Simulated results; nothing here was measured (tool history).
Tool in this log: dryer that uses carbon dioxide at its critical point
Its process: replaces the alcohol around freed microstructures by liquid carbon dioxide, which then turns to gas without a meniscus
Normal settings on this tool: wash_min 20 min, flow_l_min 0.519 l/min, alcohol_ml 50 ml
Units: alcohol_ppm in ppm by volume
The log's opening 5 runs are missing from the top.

| run | day | wash_min | flow_l_min | alcohol_ml | hours of work since the filter was changed | hours of work since the purifier's bed was changed | alcohol_ppm |
|---|---|---|---|---|---|---|---|
| 6 | 1.604 | 20 | 0.519 | 50 | 16 | 131 | 225 |
| 7 | 1.879 | 20 | 0.519 | 50 | 21 | 136 | 220 |
| 8 | 2.121 | 20 | 0.519 | 74 | 26 | 141 | 330 |
| 9 | 2.488 | 20 | 0.519 | 74 | 32 | 147 | 335 |
| 10 | 2.85 | 20 | 0.813 | 50 | 39 | 154 | 20 |
| 11 | 3.117 | 20 | 0.519 | 50 | 44 | 159 | 241 |
| 12 | 3.288 | 20 | 0.519 | 23 | 47 | 162 | 120 |
| 13 | 3.688 | 20 | 0.519 | 108 | 55 | 170 | 498 |
| 14 | 4.079 | 20 | 0.519 | 50 | 62 | 177 | 234 |
| 15 | 4.246 | 20 | 0.519 | 50 | 65 | 180 | 226 |
| 16 | 4.638 | 20 | 0.519 | 50 | 73 | 188 | 247 |
| 17 | 4.858 | 20 | 0.519 | 50 | 77 | 192 | 238 |
| 18 | 5.158 | 20 | 0.519 | 50 | 82 | 197 | 250 |
| 19 | 5.4 | 20 | 0.519 | 50 | 87 | 202 | 238 |
| 20 | 5.679 | 24 | 0.519 | 50 | 92 | 207 | 115 |
| 21 | 5.938 | 20 | 0.519 | 50 | 97 | 212 | 251 |
| 22 | 6.138 | 20 | 0.519 | 50 | 100 | 216 | 255 |
| 23 | 6.438 | 20 | 0.519 | 24 | 106 | 221 | 127 |
| 24 | 6.671 | 21 | 0.519 | 83 | 110 | 225 | 336 |
| 25 | 6.921 | 21 | 0.519 | 56 | 115 | 230 | 230 |
| 26 | 7.208 | 20 | 0.519 | 24 | 120 | 235 | 141 |
| 27 | 7.571 | 20 | 0.519 | 24 | 127 | 242 | 133 |
| 28 | 7.938 | 20 | 0.519 | 24 | 134 | 249 | 130 |

What does the tool deliver on the next run?
| 29 | 8.221 | 20 | 0.773 | 79 | 139 | 254 | ? |

alcohol_ppm: 56 ppm by volume
Were there no unlogged condition in the tool, this run, its random variation unchanged, would have produced alcohol_ppm 34 ppm by volume.

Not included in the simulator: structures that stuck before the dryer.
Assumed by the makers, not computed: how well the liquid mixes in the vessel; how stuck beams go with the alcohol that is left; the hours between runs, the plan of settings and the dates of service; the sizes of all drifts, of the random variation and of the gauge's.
